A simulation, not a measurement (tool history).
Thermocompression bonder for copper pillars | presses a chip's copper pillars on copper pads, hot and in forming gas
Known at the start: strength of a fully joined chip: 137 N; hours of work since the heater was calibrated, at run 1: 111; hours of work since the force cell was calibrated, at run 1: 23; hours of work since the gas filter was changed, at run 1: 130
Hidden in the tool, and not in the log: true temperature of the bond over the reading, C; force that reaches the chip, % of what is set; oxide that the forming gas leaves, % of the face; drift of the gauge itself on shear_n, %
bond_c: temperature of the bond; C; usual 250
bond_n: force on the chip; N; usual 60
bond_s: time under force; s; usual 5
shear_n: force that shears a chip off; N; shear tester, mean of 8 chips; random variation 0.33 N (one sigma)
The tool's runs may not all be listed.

run   hour  bond_c  bond_n  bond_s  hours of work since the heater was calibrated  hours of work since the force cell was calibrated  hours of work since the gas filter was changed  shear_n
  1    0.0     250      60       5                                            111                                                 23                                             130     67.9
  2   18.4     250      60       5                                            124                                                 35                                             142     68.2
  3   40.8     250      60       5                                            138                                                 50                                             157     68.2
  4   55.0     250      60       5                                            147                                                 59                                             166     67.8
  5   78.8     250      58       5                                            163                                                 75                                             181     64.9
  6   89.7     250      60       5                                            170                                                 82                                             189     67.3
  7  108.2     250      60       5                                            182                                                 94                                             201     67.5
  8  125.1     250      60       5                                            193                                                105                                             212     68.0
  9  135.8     250      47       5                                            200                                                112                                             219     51.2
 10  160.0     250      47       5                                            216                                                128                                             235     51.2
 11  180.9     250      47       5                                            230                                                141                                             248     51.5
 12  197.3     250      47       5                                            241                                                152                                             259     51.0
 13  220.9     250      60       5                                            256                                                168                                             274     67.3
 14  236.2     250      60       5                                            266                                                178                                             285     67.0
 15  252.0     250      60       5                                            276                                                188                                             295     66.4
 16  273.5     250      60       5                                            291                                                202                                             309     66.1
 17  294.3     250      78       5                                            304                                                216                                             323     85.4
 18  310.7     250      78       5                                            315                                                226                                             333     84.3
 19  323.8     250      78       5                                            323                                                235                                             342     84.8
 20  336.0     250      60       5                                            331                                                243                                             350     66.0
 21  357.0     228      39      10                                            345                                                257                                             364     37.3
 22  380.7     228      39      10                                            361                                                272                                             379     36.9
 23  394.1     228      39      10                                            370                                                281                                             388     37.1
 24  416.5     250      89      10                                            384                                                296                                             403    108.8
 25  429.6     271      60      11                                            393                                                304                                             411    103.0
 26  440.4     279      79       3                                            400                                                311                                             418     98.4
 27  451.0     250      70      11                                            407                                                318                                             425     95.0
     461.9  -- forming gas filter changed
 28  472.9     273      73       3                                            421                                                332                                               7     90.2
 29  492.6     223      58       4                                            434                                                345                                              20     39.7
 30  512.2     247      40       3                                            446                                                358                                              33     32.2
 31  527.7     232      40       4                                            457                                                368                                              43     28.2
 32  549.7     222      51       5                                            471                                                383                                              57     35.4
 33  568.5     250      71       9                                            483                                                395                                              70     93.5
 34  587.0     250      71       9                                            495                                                407                                              82     93.7
 35  598.2     250      71       9                                            503                                                414                                              89     93.4
 36  622.0     250      89       5                                            518                                                430                                             105     95.5
 37  633.8     250      48      11                                            526                                                438                                             113     69.4
 38  645.6     222      48      10                                            534                                                445                                             120     43.8
 39  656.3     242      50       8                                            541                                                452                                             127     57.6

Hidden state or all else? Some run-to-run changes of shear_n, split into what the settings, what came in and random variation would give without the hidden state, and what is left for the hidden state (with any gauge scatter that isn't in both results):
Run 20 -> 21: bond_c 250 -> 228, bond_n 60 -> 39, bond_s 5 -> 10. shear_n -28.7 N: hidden state +1.0, all else -29.7.
Run 23 -> 24: bond_c 228 -> 250, bond_n 39 -> 89. shear_n +71.7 N: hidden state -2.7, all else +74.4.
Run 27 -> 28: bond_c 250 -> 273, bond_n 70 -> 73, bond_s 11 -> 3, forming gas filter changed. shear_n -4.8 N: hidden state +3.6, all else -8.4.
Run 28 -> 29: bond_c 273 -> 223, bond_n 73 -> 58, bond_s 3 -> 4. shear_n -50.5 N: hidden state +0.1, all else -50.6.
Run 32 -> 33: bond_c 222 -> 250, bond_n 51 -> 71, bond_s 5 -> 9. shear_n +58.1 N: hidden state -1.0, all else +59.1.
